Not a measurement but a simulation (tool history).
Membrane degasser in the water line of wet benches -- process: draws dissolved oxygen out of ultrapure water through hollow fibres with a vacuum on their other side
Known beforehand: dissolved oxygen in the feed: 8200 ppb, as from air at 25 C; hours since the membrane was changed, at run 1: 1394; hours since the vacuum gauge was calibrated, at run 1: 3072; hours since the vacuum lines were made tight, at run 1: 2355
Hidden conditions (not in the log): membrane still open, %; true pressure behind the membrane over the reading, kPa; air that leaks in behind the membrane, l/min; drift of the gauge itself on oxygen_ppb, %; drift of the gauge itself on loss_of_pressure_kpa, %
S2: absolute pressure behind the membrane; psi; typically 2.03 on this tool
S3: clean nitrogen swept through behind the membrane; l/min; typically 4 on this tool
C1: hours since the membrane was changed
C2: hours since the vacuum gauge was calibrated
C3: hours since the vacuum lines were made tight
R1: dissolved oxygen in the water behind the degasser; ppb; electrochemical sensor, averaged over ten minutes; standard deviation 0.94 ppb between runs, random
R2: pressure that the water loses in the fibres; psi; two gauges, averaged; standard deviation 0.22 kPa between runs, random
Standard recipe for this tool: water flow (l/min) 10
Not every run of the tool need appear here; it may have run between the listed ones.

Run 1, hour 0: usual settings; C1 1394; C2 3072; C3 2355. Result: R1 91.8 ppb, R2 7.536 psi.
Run 2, hour 53.5: usual settings; C1 1447; C2 3125; C3 2408. Result: R1 91 ppb, R2 7.48 psi.
Run 3, hour 90.6: usual settings; C1 1484; C2 3162; C3 2446. Result: R1 93.8 ppb, R2 7.484 psi.
Run 4, hour 116.4: usual settings but S3 1.84 l/min; C1 1510; C2 3188; C3 2471. Result: R1 165.8 ppb, R2 7.59 psi.
Run 5, hour 155.9: usual settings but S3 1.84 l/min; C1 1550; C2 3228; C3 2511. Result: R1 168.6 ppb, R2 7.526 psi.
Run 6, hour 181: usual settings but S3 1.84 l/min; C1 1575; C2 3253; C3 2536. Result: R1 168 ppb, R2 7.514 psi.
Run 7, hour 225.3: usual settings but S3 1.84 l/min; C1 1619; C2 3297; C3 2580. Result: R1 165.7 ppb, R2 7.513 psi.
Run 8, hour 275.3: usual settings but S3 5.18 l/min; C1 1669; C2 3347; C3 2630. Result: R1 77.5 ppb, R2 7.465 psi.
Run 9, hour 325.6: usual settings but S3 5.18 l/min; C1 1719; C2 3397; C3 2681. Result: R1 76.1 ppb, R2 7.562 psi.
Run 10, hour 375.3: usual settings but S3 5.18 l/min; C1 1769; C2 3447; C3 2730. Result: R1 76.2 ppb, R2 7.555 psi.
Run 11, hour 402.7: usual settings but S3 5.18 l/min; C1 1796; C2 3475; C3 2758. Result: R1 77.1 ppb, R2 7.471 psi.
Run 12, hour 438.1: usual settings but S3 5.18 l/min; C1 1832; C2 3510; C3 2793. Result: R1 76.5 ppb, R2 7.504 psi.
Run 13, hour 472.2: usual settings but S3 5.18 l/min; C1 1866; C2 3544; C3 2827. Result: R1 77.5 ppb, R2 7.581 psi.
Run 14, hour 513.6: usual settings but S2 1.39 psi, S3 5.18 l/min; C1 1907; C2 3585; C3 2868. Result: R1 56.5 ppb, R2 7.5 psi.
Run 15, hour 545.1: usual settings but water flow (l/min) 6; C1 1939; C2 3617; C3 2900. Result: R1 45.9 ppb, R2 4.453 psi.
Run 16, hour 594.3: usual settings but water flow (l/min) 6; C1 1988; C2 3666; C3 2949. Result: R1 46.1 ppb, R2 4.476 psi.
Run 17, hour 645.1: usual settings but water flow (l/min) 13, S2 1.87 psi, S3 8.3 l/min; C1 2039; C2 3717; C3 3000. Result: R1 86.9 ppb, R2 9.764 psi.
Run 18, hour 685.4: usual settings but water flow (l/min) 13, S2 1.87 psi, S3 8.3 l/min; C1 2079; C2 3757; C3 3040. Result: R1 85.8 ppb, R2 9.758 psi.
Run 19, hour 715.6: usual settings but water flow (l/min) 13, S2 1.87 psi, S3 10.66 l/min; C1 2109; C2 3787; C3 3071. Result: R1 78.9 ppb, R2 9.797 psi.
Run 20, hour 757.7: usual settings but water flow (l/min) 8, S3 3.55 l/min; C1 2151; C2 3830; C3 3113. Result: R1 74.8 ppb, R2 5.993 psi.
Run 21, hour 798.8: usual settings but water flow (l/min) 14, S2 4.42 psi, S3 7.77 l/min; C1 2192; C2 3871; C3 3154. Result: R1 178.8 ppb, R2 10.55 psi.
Run 22, hour 847.1: usual settings but water flow (l/min) 14, S2 4.42 psi, S3 7.77 l/min; C1 2241; C2 3919; C3 3202. Result: R1 179 ppb, R2 10.585 psi.
Run 23, hour 893.5: usual settings but water flow (l/min) 7, S3 4.36 l/min; C1 2287; C2 3965; C3 3248. Result: R1 53.2 ppb, R2 5.308 psi.
Run 24, hour 924.1: usual settings but water flow (l/min) 7, S2 1.64 psi, S3 11.06 l/min; C1 2318; C2 3996; C3 3279. Result: R1 21.2 ppb, R2 5.242 psi.
Run 25, hour 976.7: usual settings but water flow (l/min) 7, S2 1.64 psi, S3 11.06 l/min; C1 2370; C2 4049; C3 3332. Result: R1 22.4 ppb, R2 5.265 psi.
Run 26, hour 1007: usual settings but water flow (l/min) 11, S2 1.36 psi, S3 2.73 l/min; C1 2401; C2 4079; C3 3362. Result: R1 94.9 ppb, R2 8.35 psi.
Run 27, hour 1036.7: usual settings but water flow (l/min) 11, S2 3.34 psi, S3 4.95 l/min; C1 2430; C2 4109; C3 3392. Result: R1 141.2 ppb, R2 8.267 psi.
Run 28, hour 1078.6: usual settings but water flow (l/min) 11, S2 3.34 psi, S3 4.95 l/min; C1 2472; C2 4150; C3 3433. Result: R1 140.9 ppb, R2 8.242 psi.
Run 29, hour 1131.2: usual settings but water flow (l/min) 12, S2 1.51 psi, S3 2.84 l/min; C1 2525; C2 4203; C3 3486. Result: R1 116.4 ppb, R2 9.059 psi.
At hour 1138.7: vacuum gauge calibrated.
Run 30, hour 1168.2: usual settings but water flow (l/min) 7, S2 4.35 psi, S3 1.62 l/min; C1 2561; C2 29; C3 3523. Result: R1 290.6 ppb, R2 5.236 psi.
Run 31, hour 1196.1: usual settings but water flow (l/min) 7, S2 4.35 psi, S3 1.62 l/min; C1 2589; C2 57; C3 3551. Result: R1 288.3 ppb, R2 5.242 psi.

Alternative continuations, all from the tool just after run 31; predict every row:
Run A, hour 1250.4: usual settings but S2 1.7 psi, S3 3.54 l/min; C1 2643; C2 112; C3 3605. Result: R1 ?, R2 ?.
Run B, hour 1250.4: usual settings but water flow (l/min) 7, S2 2.8 psi, S3 1.62 l/min; C1 2643; C2 112; C3 3605. Result: R1 ?, R2 ?.
Run C, hour 1250.4: usual settings but water flow (l/min) 7, S2 4.22 psi, S3 1.62 l/min; C1 2643; C2 112; C3 3605. Result: R1 ?, R2 ?.

run     R1     R2
  A   83.1  7.578
  B  179.3  5.276
  C  280.5  5.278
The same runs, with their run-to-run variation unchanged, on a tool lacking any hidden condition would have given:
run     R1     R2
  A   80.5  7.503
  B  174.3  5.224
  C    273  5.224
